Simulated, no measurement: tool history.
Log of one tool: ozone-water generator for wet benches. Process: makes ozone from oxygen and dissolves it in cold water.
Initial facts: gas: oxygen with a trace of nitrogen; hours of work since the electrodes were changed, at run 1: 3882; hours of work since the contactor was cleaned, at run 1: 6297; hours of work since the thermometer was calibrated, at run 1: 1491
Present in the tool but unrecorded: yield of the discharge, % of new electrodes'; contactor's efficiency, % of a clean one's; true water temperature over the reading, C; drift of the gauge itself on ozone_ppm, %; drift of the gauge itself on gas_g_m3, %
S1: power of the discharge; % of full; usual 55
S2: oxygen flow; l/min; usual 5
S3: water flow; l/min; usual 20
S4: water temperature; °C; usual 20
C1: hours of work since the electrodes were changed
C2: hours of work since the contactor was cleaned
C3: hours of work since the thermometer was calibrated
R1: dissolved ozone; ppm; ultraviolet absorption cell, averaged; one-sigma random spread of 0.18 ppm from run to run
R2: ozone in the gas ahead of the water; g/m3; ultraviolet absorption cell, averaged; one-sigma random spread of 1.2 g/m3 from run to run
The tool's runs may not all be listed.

run 1 hour=0 | S1=55 S2=5 S3=20 S4=20 | C1=3882 C2=6297 C3=1491 | R1=20.6 R2=205.3
run 2 hour=158.2 | S1=55 S2=5 S3=20 S4=20 | C1=4002 C2=6417 C3=1611 | R1=20.7 R2=204.5
run 3 hour=355.3 | S1=55 S2=5 S3=20 S4=20 | C1=4151 C2=6566 C3=1760 | R1=20.4 R2=203.5
run 4 hour=513.1 | S1=55 S2=5 S3=20 S4=20 | C1=4270 C2=6685 C3=1879 | R1=20 R2=201.8
run 5 hour=670.6 | S1=55 S2=5 S3=20 S4=20 | C1=4389 C2=6804 C3=1998 | R1=20.3 R2=201.3
run 6 hour=848.9 | S1=55 S2=5 S3=20 S4=20 | C1=4524 C2=6939 C3=2133 | R1=20.1 R2=203.1
run 7 hour=984.3 | S1=55 S2=5 S3=24 S4=20 | C1=4626 C2=7041 C3=2235 | R1=17.3 R2=200.9
run 8 hour=1104.6 | S1=55 S2=5 S3=24 S4=20 | C1=4717 C2=7132 C3=2326 | R1=17.3 R2=198.1
run 9 hour=1214.9 | S1=55 S2=3.42 S3=24 S4=20 | C1=4800 C2=7215 C3=2409 | R1=15.9 R2=233.8
-- hour=1231.8 contactor cleaned
run 10 hour=1417 | S1=55 S2=3.42 S3=28 S4=20 | C1=4950 C2=140 C3=2559 | R1=12.7 R2=233.3
run 11 hour=1604.7 | S1=55 S2=5 S3=20 S4=20 | C1=5092 C2=282 C3=2701 | R1=18.5 R2=198.7
run 12 hour=1723 | S1=55 S2=5 S3=20 S4=20 | C1=5181 C2=371 C3=2790 | R1=18.5 R2=196.7
run 13 hour=1920.7 | S1=55 S2=5 S3=20 S4=20 | C1=5330 C2=520 C3=2940 | R1=18.3 R2=198.2
run 14 hour=2098.2 | S1=61 S2=3.88 S3=22 S4=15 | C1=5465 C2=655 C3=3074 | R1=17.9 R2=231.4
-- hour=2152 contactor cleaned, once more
run 15 hour=2224 | S1=61 S2=3.88 S3=22 S4=15 | C1=5557 C2=54 C3=3166 | R1=20.6 R2=230
run 16 hour=2327.4 | S1=52 S2=5 S3=16 S4=20 | C1=5635 C2=133 C3=3244 | R1=23.7 R2=189.3
run 17 hour=2441 | S1=52 S2=5 S3=16 S4=20 | C1=5721 C2=218 C3=3330 | R1=23.5 R2=190.4
run 18 hour=2553.6 | S1=52 S2=5 S3=16 S4=20 | C1=5806 C2=303 C3=3415 | R1=23.6 R2=188.8
run 19 hour=2639.5 | S1=52 S2=5 S3=16 S4=20 | C1=5871 C2=368 C3=3480 | R1=23.5 R2=189.3
run 20 hour=2738.3 | S1=52 S2=5 S3=16 S4=20 | C1=5945 C2=443 C3=3554 | R1=23.4 R2=187.7
run 21 hour=2931.7 | S1=52 S2=5 S3=16 S4=20 | C1=6091 C2=589 C3=3700 | R1=23.1 R2=187.7
run 22 hour=3056.6 | S1=52 S2=5 S3=16 S4=20 | C1=6186 C2=683 C3=3795 | R1=22.9 R2=186.8
run 23 hour=3159.5 | S1=52 S2=5 S3=16 S4=20 | C1=6263 C2=761 C3=3872 | R1=23.3 R2=186.8
run 24 hour=3304.4 | S1=52 S2=5 S3=16 S4=20 | C1=6373 C2=871 C3=3982 | R1=22.8 R2=186.7
run 25 hour=3487.5 | S1=65 S2=5 S3=16 S4=20 | C1=6511 C2=1009 C3=4120 | R1=25.6 R2=208.7
run 26 hour=3617.8 | S1=92 S2=6.5 S3=15 S4=13 | C1=6610 C2=1107 C3=4219 | R1=36.5 R2=221.2

Consider 3 possible next runs. They are alternatives, not a sequence: every one starts from the tool as it was left by run 26. What does each give?
run A hour=3782.7 | S1=86 S2=8.15 S3=15 S4=13 | C1=6734 C2=1232 C3=4343 | R1=? R2=?
run B hour=3782.7 | S1=55 S2=8.79 S3=30 S4=20 | C1=6734 C2=1232 C3=4343 | R1=? R2=?
run C hour=3782.7 | S1=92 S2=6.5 S3=20 S4=16 | C1=6734 C2=1232 C3=4343 | R1=? R2=?

run=A R1=34.8 R2=193.8
run=B R1=15.7 R2=149.6
run=C R1=28.4 R2=219.5
Take away the tool's hidden state, keep each run's random variation, and the runs would have read:
run=A R1=44.7 R2=244.5
run=B R1=19.2 R2=179
run=C R1=36.7 R2=278.8

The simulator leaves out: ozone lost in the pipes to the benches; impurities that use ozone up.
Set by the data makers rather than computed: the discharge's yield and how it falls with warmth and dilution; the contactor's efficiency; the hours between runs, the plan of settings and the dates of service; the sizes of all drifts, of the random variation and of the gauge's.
